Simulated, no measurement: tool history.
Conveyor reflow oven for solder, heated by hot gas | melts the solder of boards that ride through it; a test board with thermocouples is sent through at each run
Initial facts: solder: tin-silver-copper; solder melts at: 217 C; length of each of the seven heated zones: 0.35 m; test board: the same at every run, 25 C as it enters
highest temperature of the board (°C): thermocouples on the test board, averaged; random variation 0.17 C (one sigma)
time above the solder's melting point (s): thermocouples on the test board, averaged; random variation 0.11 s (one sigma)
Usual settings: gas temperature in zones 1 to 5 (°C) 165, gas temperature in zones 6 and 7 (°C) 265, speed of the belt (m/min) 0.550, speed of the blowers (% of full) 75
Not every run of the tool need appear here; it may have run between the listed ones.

| run | hour | gas temperature in zones 1 to 5 (°C) | gas temperature in zones 6 and 7 (°C) | speed of the belt (m/min) | speed of the blowers (% of full) | highest temperature of the board (°C) | time above the solder's melting point (s) |
|---|---|---|---|---|---|---|---|
| 1 | 0.0 | 165 | 265 | 0.550 | 75 | 252.8 | 55.9 |
| 2 | 8.5 | 165 | 265 | 0.550 | 75 | 252.8 | 55.9 |
| 3 | 16.8 | 165 | 265 | 0.550 | 75 | 252.6 | 55.9 |
| 4 | 29.8 | 165 | 265 | 0.550 | 75 | 252.8 | 56.0 |
| 5 | 46.2 | 165 | 265 | 0.550 | 75 | 252.7 | 55.8 |
| 6 | 60.2 | 165 | 277 | 0.550 | 75 | 263.5 | 62.1 |
| 7 | 72.9 | 165 | 265 | 0.550 | 75 | 252.6 | 55.8 |
| 8 | 87.4 | 165 | 265 | 0.550 | 75 | 252.6 | 55.6 |
| 9 | 99.0 | 165 | 265 | 0.550 | 75 | 252.6 | 56.1 |
|  | 116.3 | flux residue cleaned out of gas plates and filters |
| 10 | 116.3 | 165 | 265 | 0.550 | 75 | 252.7 | 55.7 |
| 11 | 134.1 | 165 | 265 | 0.550 | 75 | 252.5 | 56.0 |
| 12 | 142.4 | 165 | 265 | 0.550 | 75 | 252.7 | 55.8 |
| 13 | 161.0 | 165 | 265 | 0.550 | 85 | 254.3 | 57.6 |
| 14 | 169.5 | 165 | 265 | 0.463 | 85 | 258.0 | 72.8 |
| 15 | 177.4 | 165 | 265 | 0.463 | 85 | 258.0 | 72.5 |
| 16 | 189.9 | 165 | 279 | 0.463 | 85 | 271.6 | 79.4 |
| 17 | 204.4 | 165 | 279 | 0.463 | 85 | 271.6 | 79.3 |
| 18 | 214.0 | 154 | 268 | 0.559 | 51 | 247.0 | 45.4 |
| 19 | 231.1 | 175 | 265 | 0.593 | 75 | 252.2 | 53.7 |
| 20 | 242.1 | 165 | 258 | 0.550 | 75 | 246.3 | 51.4 |
| 21 | 252.1 | 165 | 258 | 0.550 | 75 | 246.6 | 51.3 |
| 22 | 263.8 | 165 | 258 | 0.550 | 80 | 247.0 | 52.3 |
| 23 | 274.7 | 167 | 265 | 0.550 | 75 | 252.8 | 56.8 |

For run 24, what comes out?
| 24 | 284.4 | 166 | 261 | 0.619 | 75 | ? | ? |

{"run 24": {"highest temperature of the board (°C)": 245.9, "time above the solder's melting point (s)": 44.5}}
Without the tool's hidden state the same run would have given highest temperature of the board (°C) 245.9, time above the solder's melting point (s) 44.5.
